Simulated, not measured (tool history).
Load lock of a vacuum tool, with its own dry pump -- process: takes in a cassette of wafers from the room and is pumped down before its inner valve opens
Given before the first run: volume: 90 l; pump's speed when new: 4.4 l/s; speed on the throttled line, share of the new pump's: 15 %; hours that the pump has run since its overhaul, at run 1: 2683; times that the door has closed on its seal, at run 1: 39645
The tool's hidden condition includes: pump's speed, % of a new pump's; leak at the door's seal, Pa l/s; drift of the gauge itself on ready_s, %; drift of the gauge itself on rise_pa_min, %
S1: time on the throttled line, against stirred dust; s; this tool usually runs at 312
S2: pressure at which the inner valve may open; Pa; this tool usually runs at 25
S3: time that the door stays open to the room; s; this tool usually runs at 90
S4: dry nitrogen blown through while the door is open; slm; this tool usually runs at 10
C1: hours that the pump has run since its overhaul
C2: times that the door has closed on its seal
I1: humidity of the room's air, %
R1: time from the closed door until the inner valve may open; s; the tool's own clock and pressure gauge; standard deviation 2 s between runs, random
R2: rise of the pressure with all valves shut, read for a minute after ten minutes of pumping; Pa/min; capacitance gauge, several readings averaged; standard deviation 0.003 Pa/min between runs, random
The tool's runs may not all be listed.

run	hour	S1	S2	S3	S4	C1	C2	I1	R1	R2
1	0	312	25	90	10	2683	39645	47.6	436.8	0.371
2	322.9	312	25	90	10	3006	40696	46.2	440.9	0.372
3	699.7	312	41	90	10	3383	41923	43.1	432.3	0.392
4	946.5	270	41	90	10	3630	42727	45.7	398.7	0.394
5	1324.6	270	41	90	10	4008	43959	44.4	396.4	0.423
6	1560.8	270	41	90	10	4244	44728	46.1	398	0.43
7	1841.3	270	41	90	10	4525	45642	46.3	398.5	0.449
# hour 1900.4: door's seal changed, seat wiped
8	2163.3	312	25	90	10	4845	856	46.1	442.9	0.031

Forecast run 9:
9	2334.4	312	24	90	10	5016	1413	43.9	?	?

Run 9 gave R1 446.4 s, R2 0.033 Pa/min.
If the tool had no hidden condition, the same run with the same run-to-run variation would have returned R1 436.5 s, R2 0.03 Pa/min.

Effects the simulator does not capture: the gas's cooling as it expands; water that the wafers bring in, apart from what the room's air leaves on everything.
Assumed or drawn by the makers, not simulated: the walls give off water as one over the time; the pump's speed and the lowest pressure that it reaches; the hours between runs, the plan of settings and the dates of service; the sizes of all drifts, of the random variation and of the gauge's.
